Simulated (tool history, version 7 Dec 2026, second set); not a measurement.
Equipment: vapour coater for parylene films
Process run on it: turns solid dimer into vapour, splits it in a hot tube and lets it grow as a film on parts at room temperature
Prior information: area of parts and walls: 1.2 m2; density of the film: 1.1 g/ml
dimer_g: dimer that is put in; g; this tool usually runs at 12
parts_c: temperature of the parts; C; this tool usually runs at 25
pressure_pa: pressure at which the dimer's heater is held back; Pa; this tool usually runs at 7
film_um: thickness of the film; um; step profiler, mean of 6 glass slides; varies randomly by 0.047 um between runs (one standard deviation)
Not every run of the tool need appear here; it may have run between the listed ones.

run	hour	dimer_g	parts_c	pressure_pa	film_um
1	0	12	25	7	5.2
2	45.9	12	25	7	5.13
3	88.4	12	25	7	5.12
4	127.2	12	25	7	4.98
5	161.6	12	25	7	4.91
6	197.5	12	25	7	4.86
7	233.5	12	25	7	4.84
# hour 241.7: trap's valve overhauled
8	293.6	12	25	7	5.19
9	339	9	25	7	3.87
10	386.7	9	25	7	3.76
11	438.7	9	25	7	3.67
12	462.7	9	25	7	3.65
# hour 508.9: trap's valve overhauled
13	518.7	12	21	7	6.08
14	565.3	12	21	7	6.07
15	611.1	12	25	7	5.07
16	664.1	12	25	7	4.97
17	714.2	12	25	7	4.9
18	763.6	12	25	7	4.81
# hour 776.7: trap's valve overhauled
19	803.5	12	25	7	5.39
20	855.9	12	25	7	5.14
21	911.7	12	25	7	5.15
22	955.3	12	25	7	5.01
23	999	12	25	7	5.05
# hour 1043.6: trap's valve overhauled
24	1047.8	12	30	7	4.38
25	1083.6	12	30	7	4.3
26	1120.5	10	25	7	4.39
27	1154.5	10	25	7	4.29
28	1180.2	7	25	4.4	3.06
29	1211.1	7	25	2.07	3.13
30	1253.9	5	24	4.89	2.18
31	1295.2	8	25	7	3.26
# hour 1311.1: trap's valve overhauled
32	1339.1	20	21	7	10.14
33	1377.9	18	18	7	10.4
34	1433.3	11	20	7	5.69
35	1458.6	11	20	7	5.66
36	1488.2	5	25	9.6	2.03
37	1517	12	24	4.34	5.29
38	1572.5	12	24	4.34	5.27
# hour 1580.9: trap's valve overhauled
39	1627	12	24	4.34	5.53
40	1654.3	7	24	4.34	3.31
41	1688.1	16	26	10.41	6.43
42	1737.7	10	28	6.86	3.76

Consider 5 possible next runs. They are alternatives, not a sequence: every one starts from the tool as it was left by run 42. What does each give?
A	1763.5	9	28	4.75	?
B	1763.5	7	24	6.86	?
C	1763.5	10	20	6.86	?
D	1763.5	13	29	3.2	?
E	1763.5	11	28	2.89	?

run	film_um
A	3.42
B	3.06
C	5.1
D	4.94
E	4.35
Had the tool no hidden state, the same runs would have come out as:
run	film_um
A	3.6
B	3.22
C	5.36
D	5.19
E	4.58

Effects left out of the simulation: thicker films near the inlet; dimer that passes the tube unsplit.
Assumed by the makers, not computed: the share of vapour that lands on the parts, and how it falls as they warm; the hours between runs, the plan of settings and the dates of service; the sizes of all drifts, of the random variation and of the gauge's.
